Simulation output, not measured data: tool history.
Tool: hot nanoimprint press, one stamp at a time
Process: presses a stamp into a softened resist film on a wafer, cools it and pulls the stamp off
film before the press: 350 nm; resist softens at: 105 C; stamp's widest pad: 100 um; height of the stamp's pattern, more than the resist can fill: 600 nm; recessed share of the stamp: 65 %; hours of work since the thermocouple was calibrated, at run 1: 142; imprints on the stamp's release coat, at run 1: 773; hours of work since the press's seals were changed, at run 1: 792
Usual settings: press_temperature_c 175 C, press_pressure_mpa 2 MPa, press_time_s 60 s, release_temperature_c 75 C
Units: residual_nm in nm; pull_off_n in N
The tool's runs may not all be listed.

run    hour  press_temperature_c  press_pressure_mpa  press_time_s  release_temperature_c  hours of work since the thermocouple was calibrated  imprints on the stamp's release coat  hours of work since the press's seals were changed  residual_nm  pull_off_n
  1       0                  175                   2            60                     75                                                  142                                   773                                                 792        133.4         171
  2    26.5                  173                   2            60                     75                                                  163                                   853                                                 813        148.4         164
  3    83.6                  173                   2            60                     75                                                  208                                  1028                                                 858        146.6         169
  4   109.6                  173                 1.8            60                     75                                                  228                                  1107                                                 879        154.8         171
  5   156.7                  175                   2            60                     67                                                  266                                  1251                                                 916          132         178
  6   203.8                  175                   2            60                     67                                                  303                                  1395                                                 954          131         185
  7   258.8                  175                   2            60                     67                                                  347                                  1563                                                 997        132.9         189
  8   297.1                  175                   2            60                     67                                                  377                                  1681                                                1028        131.1         182
  9     328                  175                   2            60                     75                                                  401                                  1775                                                1052        132.5         172
 10   360.4                  175                   2            60                     75                                                  427                                  1874                                                1078        132.8         168
 11     402                  175                   2            60                     75                                                  460                                  2001                                                1111        132.1         164
 12     427                  175                   2            60                     66                                                  480                                  2078                                                1130        131.3         197
      444.9  -- plate thermocouple calibrated
 13   475.9                  175                   2            60                     66                                                   25                                  2218                                                1167        130.7         187
 14   507.7                  175                   2            60                     66                                                   50                                  2315                                                1192        131.6         191
 15   553.3                  175                   2            60                     66                                                   86                                  2455                                                1228        133.7         189
      576.5  -- stamp cleaned and given a new release coat
 16   584.2                  175                   2            60                     66                                                  106                                    24                                                1248        132.2         188
 17   624.6                  175                1.78            46                     75                                                  138                                   147                                                1280        155.4         163
 18   674.8                  175                1.78            46                     75                                                  177                                   300                                                1319        156.6         168
 19   710.3                  164                1.26            33                     75                                                  205                                   409                                                1348        293.4         166
      750.5  -- press's hydraulic seals changed and the load cell set to zero
 20     763                  182                1.26            33                     75                                                  241                                   546                                                  10        141.6         172
 21   800.8                  182                1.26            33                     75                                                  271                                   661                                                  40        140.7         169
 22   855.2                  182                1.26            33                     75                                                  314                                   827                                                  83        141.4         169
 23   897.3                  182                1.26            33                     75                                                  347                                   956                                                 116        143.5         167
 24   947.2                  182                1.26            33                     75                                                  387                                  1109                                                 156          141         167
 25   997.8                  184                   2            60                     75                                                  427                                  1263                                                 196         79.5         155
 26    1023                  184                   2            60                     75                                                  447                                  1340                                                 216         77.6         170
     1081.1  -- plate thermocouple calibrated
 27  1082.3                  174                2.51            69                     75                                                    1                                  1512                                                 260        119.3         166
 28  1126.4                  165                2.51           100                     75                                                   36                                  1647                                                 295        174.1         166
 29  1169.1                  165                3.14           105                     71                                                   70                                  1778                                                 329        156.8         177

3 ways to go on from here, each from the tool as it stands after run 29. What would each give?
  A  1203.9                  168                   2           119                     75                                                   97                                  1884                                                 357            ?           ?
  B  1203.9                  175                   2           111                     76                                                   97                                  1884                                                 357            ?           ?
  C  1203.9                  165                2.08           105                     71                                                   97                                  1884                                                 357            ?           ?

run  residual_nm  pull_off_n
  A          149         171
  B          101         162
  C          183         183
Without the tool's hidden state the same runs would have given:
run  residual_nm  pull_off_n
  A          149         169
  B          101         160
  C          183         182

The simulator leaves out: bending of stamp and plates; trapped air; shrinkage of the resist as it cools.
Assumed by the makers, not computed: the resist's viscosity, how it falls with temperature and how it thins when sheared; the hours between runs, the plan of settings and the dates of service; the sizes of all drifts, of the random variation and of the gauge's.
